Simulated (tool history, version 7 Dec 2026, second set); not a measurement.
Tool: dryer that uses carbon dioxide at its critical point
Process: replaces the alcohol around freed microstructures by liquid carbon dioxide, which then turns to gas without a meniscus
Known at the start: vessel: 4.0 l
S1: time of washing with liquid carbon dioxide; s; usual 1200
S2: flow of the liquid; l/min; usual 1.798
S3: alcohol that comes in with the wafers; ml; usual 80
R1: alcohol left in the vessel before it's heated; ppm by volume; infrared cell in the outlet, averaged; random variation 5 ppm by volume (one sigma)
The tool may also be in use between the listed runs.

run   hour    S1     S2  S3   R1
  1    0.0  1200  1.798  80   99
  2   16.9  1200  1.798  80  104
  3   37.1   900  1.798  80  143
  4   66.7   900  1.798  80  156
  5   98.6   900  1.798  80  164
  6  121.8   900  1.798  80  161
  7  154.9  1200  1.798  36  120
  8  175.0  1200  1.798  36  120
  9  195.0  1200  1.798  36  122
 10  229.2  1140  1.100  30  219
 11  257.5  1500  1.798  80  145
 12  275.1  1500  1.798  80  137
 13  293.7  1500  1.798  80  142
 14  325.2  1500  2.480  80  145

Forecast each of these 5 alternatives for the next run:
  A  343.4  1500  1.080  23   ?
  B  343.4  1500  2.430  80   ?
  C  343.4   960  1.520  24   ?
  D  343.4  1560  2.480  44   ?
  E  343.4  1620  1.320  27   ?

run   R1
  A  182
  B  157
  C  192
  D  152
  E  151
Without the tool's hidden state the same runs would have given:
run  R1
  A  24
  B   5
  C  33
  D   7
  E   6

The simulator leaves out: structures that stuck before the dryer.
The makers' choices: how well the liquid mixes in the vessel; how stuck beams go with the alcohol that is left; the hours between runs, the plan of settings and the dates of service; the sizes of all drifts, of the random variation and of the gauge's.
